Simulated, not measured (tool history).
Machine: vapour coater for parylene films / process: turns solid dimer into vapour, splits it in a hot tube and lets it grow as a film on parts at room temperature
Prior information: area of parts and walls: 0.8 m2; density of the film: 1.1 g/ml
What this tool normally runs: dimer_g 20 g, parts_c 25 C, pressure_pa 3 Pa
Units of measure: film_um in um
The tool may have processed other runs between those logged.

run 1 hour=0 | dimer_g=20 parts_c=25 pressure_pa=3 | film_um=13.56
run 2 hour=14.5 | dimer_g=20 parts_c=25 pressure_pa=3 | film_um=13.67
run 3 hour=24.8 | dimer_g=20 parts_c=25 pressure_pa=3 | film_um=13.29
run 4 hour=34.5 | dimer_g=20 parts_c=25 pressure_pa=3 | film_um=13.63
run 5 hour=55.6 | dimer_g=20 parts_c=25 pressure_pa=3 | film_um=13.39
run 6 hour=71.6 | dimer_g=20 parts_c=19 pressure_pa=3 | film_um=15.96
run 7 hour=89.6 | dimer_g=20 parts_c=19 pressure_pa=3 | film_um=15.89
run 8 hour=102.4 | dimer_g=20 parts_c=19 pressure_pa=3 | film_um=15.99
run 9 hour=122.6 | dimer_g=20 parts_c=19 pressure_pa=3 | film_um=15.87
run 10 hour=134.8 | dimer_g=20 parts_c=19 pressure_pa=3 | film_um=16.02
run 11 hour=156.7 | dimer_g=20 parts_c=19 pressure_pa=3 | film_um=15.85
run 12 hour=170.9 | dimer_g=20 parts_c=19 pressure_pa=3 | film_um=15.75
run 13 hour=192.7 | dimer_g=20 parts_c=25 pressure_pa=5.29 | film_um=11.73
run 14 hour=205.2 | dimer_g=20 parts_c=34 pressure_pa=5.29 | film_um=8.83
run 15 hour=224.3 | dimer_g=20 parts_c=36 pressure_pa=3.71 | film_um=9
run 16 hour=237.7 | dimer_g=20 parts_c=36 pressure_pa=3.71 | film_um=9.09
run 17 hour=250.5 | dimer_g=13 parts_c=25 pressure_pa=3 | film_um=8.44

Run 18 has not been measured yet. What should we expect?
run 18 hour=261.2 | dimer_g=20 parts_c=21 pressure_pa=2.25 | film_um=?

film_um: 15.32 um
On a tool with no hidden condition, and with the same random variation, this run would have come out at film_um 15.95 um.
